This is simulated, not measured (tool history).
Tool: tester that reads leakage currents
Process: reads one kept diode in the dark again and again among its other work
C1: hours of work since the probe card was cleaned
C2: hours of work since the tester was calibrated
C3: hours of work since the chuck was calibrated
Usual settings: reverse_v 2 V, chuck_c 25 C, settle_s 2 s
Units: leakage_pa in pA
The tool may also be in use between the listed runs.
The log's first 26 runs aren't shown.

-- hour=3118.1 chuck's temperature calibrated, once more
run 27 hour=3256 | reverse_v=4.11 chuck_c=30 settle_s=0.96 | C1=516 C2=1349 C3=63 | leakage_pa=251.56
run 28 hour=3422.1 | reverse_v=3.34 chuck_c=25 settle_s=2.28 | C1=591 C2=1425 C3=138 | leakage_pa=161.97
run 29 hour=3556.7 | reverse_v=3.34 chuck_c=25 settle_s=2.28 | C1=652 C2=1486 C3=199 | leakage_pa=162.92
run 30 hour=3626 | reverse_v=5.51 chuck_c=24 settle_s=9.16 | C1=684 C2=1517 C3=231 | leakage_pa=184.99
run 31 hour=3764 | reverse_v=1.57 chuck_c=34 settle_s=0.79 | C1=747 C2=1580 C3=293 | leakage_pa=231.29
run 32 hour=3907.2 | reverse_v=7.26 chuck_c=28 settle_s=0.36 | C1=812 C2=1645 C3=359 | leakage_pa=278.56
run 33 hour=3993.1 | reverse_v=7.26 chuck_c=28 settle_s=0.36 | C1=851 C2=1684 C3=398 | leakage_pa=279.31
run 34 hour=4085.6 | reverse_v=7.26 chuck_c=28 settle_s=0.36 | C1=893 C2=1726 C3=440 | leakage_pa=281.06
run 35 hour=4243.4 | reverse_v=9.11 chuck_c=25 settle_s=8.43 | C1=964 C2=1798 C3=511 | leakage_pa=247.7
run 36 hour=4321.3 | reverse_v=2 chuck_c=54 settle_s=2.33 | C1=1000 C2=1833 C3=547 | leakage_pa=934.97
run 37 hour=4401.5 | reverse_v=14.02 chuck_c=44 settle_s=2.33 | C1=1036 C2=1870 C3=583 | leakage_pa=1061.51
run 38 hour=4544.2 | reverse_v=13.19 chuck_c=25 settle_s=5.2 | C1=1101 C2=1935 C3=648 | leakage_pa=293.53
run 39 hour=4633.3 | reverse_v=13.19 chuck_c=25 settle_s=5.2 | C1=1142 C2=1975 C3=689 | leakage_pa=293.24

3 ways to go on from here, each from the tool as it stands after run 39. What would each give?
run A hour=4707.5 | reverse_v=2 chuck_c=40 settle_s=1.24 | C1=1175 C2=2009 C3=722 | leakage_pa=?
run B hour=4707.5 | reverse_v=2.14 chuck_c=25 settle_s=5.2 | C1=1175 C2=2009 C3=722 | leakage_pa=?
run C hour=4707.5 | reverse_v=2.32 chuck_c=59 settle_s=1.01 | C1=1175 C2=2009 C3=722 | leakage_pa=?

run=A leakage_pa=386.93
run=B leakage_pa=140.79
run=C leakage_pa=1344.38
Without the tool's hidden state the same runs would have given:
run=A leakage_pa=374.62
run=B leakage_pa=134.52
run=C leakage_pa=1307.58
